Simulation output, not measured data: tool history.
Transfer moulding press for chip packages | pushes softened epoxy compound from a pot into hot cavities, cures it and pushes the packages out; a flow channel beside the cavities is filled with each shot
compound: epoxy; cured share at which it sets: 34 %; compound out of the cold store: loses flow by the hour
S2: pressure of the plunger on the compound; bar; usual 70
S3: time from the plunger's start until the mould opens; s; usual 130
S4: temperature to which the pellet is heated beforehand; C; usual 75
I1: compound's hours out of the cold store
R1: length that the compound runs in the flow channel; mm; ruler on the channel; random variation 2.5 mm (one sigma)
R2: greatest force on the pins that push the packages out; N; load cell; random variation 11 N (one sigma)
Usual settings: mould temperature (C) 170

{"run": 1, "hour": 0.0, "mould temperature (C)": 170, "S2": 70, "S3": 130, "S4": 75, "I1": 28.6, "R1": 734, "R2": 817}
{"hour": 10.3, "done": "cavities cleaned with cleaning compound and waxed"}
{"run": 2, "hour": 11.3, "mould temperature (C)": 170, "S2": 70, "S3": 130, "S4": 75, "I1": 17.3, "R1": 751, "R2": 551}
{"run": 3, "hour": 18.2, "mould temperature (C)": 170, "S2": 70, "S3": 130, "S4": 75, "I1": 35.2, "R1": 718, "R2": 571}
{"run": 4, "hour": 23.9, "mould temperature (C)": 170, "S2": 70, "S3": 130, "S4": 75, "I1": 28.5, "R1": 728, "R2": 615}
{"run": 5, "hour": 30.8, "mould temperature (C)": 170, "S2": 70, "S3": 130, "S4": 75, "I1": 19.5, "R1": 750, "R2": 649}
{"run": 6, "hour": 36.7, "mould temperature (C)": 170, "S2": 70, "S3": 130, "S4": 75, "I1": 20.3, "R1": 744, "R2": 690}
{"run": 7, "hour": 41.1, "mould temperature (C)": 170, "S2": 70, "S3": 130, "S4": 75, "I1": 11.2, "R1": 764, "R2": 683}
{"hour": 43.9, "done": "mould's thermocouples calibrated"}
{"run": 8, "hour": 49.4, "mould temperature (C)": 170, "S2": 70, "S3": 156, "S4": 75, "I1": 39.9, "R1": 708, "R2": 598}
{"run": 9, "hour": 58.8, "mould temperature (C)": 170, "S2": 70, "S3": 156, "S4": 75, "I1": 17.8, "R1": 744, "R2": 632}
{"run": 10, "hour": 68.1, "mould temperature (C)": 170, "S2": 70, "S3": 156, "S4": 75, "I1": 42.5, "R1": 701, "R2": 674}
{"run": 11, "hour": 78.5, "mould temperature (C)": 165, "S2": 70, "S3": 146, "S4": 75, "I1": 11.1, "R1": 774, "R2": 902}
{"run": 12, "hour": 84.4, "mould temperature (C)": 170, "S2": 60.6, "S3": 119, "S4": 80, "I1": 40, "R1": 654, "R2": 919}
{"hour": 89.6, "done": "mould's thermocouples calibrated, once more"}
{"run": 13, "hour": 90.7, "mould temperature (C)": 170, "S2": 53.5, "S3": 121, "S4": 85, "I1": 27.3, "R1": 634, "R2": 844}
{"hour": 97.4, "done": "cavities cleaned with cleaning compound and waxed"}
{"run": 14, "hour": 97.4, "mould temperature (C)": 170, "S2": 53.5, "S3": 121, "S4": 85, "I1": 27.7, "R1": 629, "R2": 561}
{"run": 15, "hour": 102.7, "mould temperature (C)": 170, "S2": 70, "S3": 130, "S4": 85, "I1": 40.9, "R1": 697, "R2": 555}
{"run": 16, "hour": 113.2, "mould temperature (C)": 170, "S2": 78.4, "S3": 130, "S4": 75, "I1": 38.6, "R1": 735, "R2": 633}
{"run": 17, "hour": 120.8, "mould temperature (C)": 173, "S2": 70, "S3": 130, "S4": 77, "I1": 20.5, "R1": 722, "R2": 597}
{"run": 18, "hour": 130.8, "mould temperature (C)": 164, "S2": 55.6, "S3": 131, "S4": 77, "I1": 13.7, "R1": 685, "R2": 1014}
{"run": 19, "hour": 138.5, "mould temperature (C)": 167, "S2": 64.3, "S3": 116, "S4": 67, "I1": 34.5, "R1": 687, "R2": 1037}

Measured less the same run without the tool's hidden state. The same run-to-run variation is in both; the gauge's scatter may not be:
The hidden state here: true mould temperature over the reading, C; pressure that reaches the compound, % of what is set; grip of the stained cavities, % over clean ones'; drift of the gauge itself on flow_mm, %; drift of the gauge itself on push_out_n, %.
run=1 R1=-36 R2=+263
run=2 R1=-38 R2=+11
run=3 R1=-38 R2=+51
run=4 R1=-38 R2=+82
run=5 R1=-41 R2=+117
run=6 R1=-41 R2=+145
run=7 R1=-43 R2=+157
run=8 R1=-40 R2=+154
run=9 R1=-44 R2=+179
run=10 R1=-43 R2=+207
run=11 R1=-48 R2=+292
run=12 R1=-42 R2=+305
run=13 R1=-41 R2=+282
run=14 R1=-42 R2=-3
run=15 R1=-47 R2=+32
run=16 R1=-50 R2=+94
run=17 R1=-51 R2=+116
run=18 R1=-49 R2=+236
run=19 R1=-50 R2=+270
